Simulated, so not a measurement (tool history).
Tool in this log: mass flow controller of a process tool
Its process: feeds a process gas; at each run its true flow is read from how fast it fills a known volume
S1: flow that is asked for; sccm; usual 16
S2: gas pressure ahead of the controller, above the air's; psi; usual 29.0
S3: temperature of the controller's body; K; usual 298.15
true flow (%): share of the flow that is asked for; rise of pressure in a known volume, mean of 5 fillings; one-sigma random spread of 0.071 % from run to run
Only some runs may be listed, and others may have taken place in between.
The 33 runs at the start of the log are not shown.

run 34 hour=6643.4 | S1=5 S2=28.7 S3=304.15 | true_flow_(%)=96.57
run 35 hour=6926.3 | S1=9 S2=25.4 S3=298.15 | true_flow_(%)=96.70
run 36 hour=7089.3 | S1=5 S2=39.9 S3=295.15 | true_flow_(%)=95.76
run 37 hour=7243.6 | S1=5 S2=39.9 S3=295.15 | true_flow_(%)=95.79
run 38 hour=7371.8 | S1=3 S2=39.9 S3=295.15 | true_flow_(%)=95.08
run 39 hour=7653.9 | S1=3 S2=39.9 S3=295.15 | true_flow_(%)=95.11
run 40 hour=7774.2 | S1=3 S2=39.9 S3=295.15 | true_flow_(%)=94.95
run 41 hour=8057.4 | S1=3 S2=39.9 S3=295.15 | true_flow_(%)=94.96
run 42 hour=8340.7 | S1=3 S2=28.3 S3=299.15 | true_flow_(%)=94.95
run 43 hour=8480.9 | S1=3 S2=27.6 S3=296.15 | true_flow_(%)=94.63
run 44 hour=8618.2 | S1=13 S2=27.6 S3=293.15 | true_flow_(%)=96.43
run 45 hour=8875.6 | S1=16 S2=29.0 S3=296.15 | true_flow_(%)=97.26
run 46 hour=9051.8 | S1=16 S2=29.0 S3=296.15 | true_flow_(%)=97.27
run 47 hour=9189.8 | S1=2 S2=29.0 S3=298.15 | true_flow_(%)=94.03
run 48 hour=9324.9 | S1=3 S2=21.2 S3=298.15 | true_flow_(%)=94.40

4 ways to go on from here, each from the tool as it stands after run 48. What would each give?
run A hour=9570.8 | S1=3 S2=29.0 S3=298.15 | true_flow_(%)=?
run B hour=9570.8 | S1=7 S2=29.0 S3=293.15 | true_flow_(%)=?
run C hour=9570.8 | S1=5 S2=21.2 S3=298.15 | true_flow_(%)=?
run D hour=9570.8 | S1=20 S2=29.0 S3=298.15 | true_flow_(%)=?

run=A true_flow_(%)=94.48
run=B true_flow_(%)=95.30
run=C true_flow_(%)=95.22
run=D true_flow_(%)=97.98
Stripped of hidden state, with their random variation kept, the same runs would have yielded:
run=A true_flow_(%)=97.52
run=B true_flow_(%)=97.61
run=C true_flow_(%)=97.75
run=D true_flow_(%)=99.93
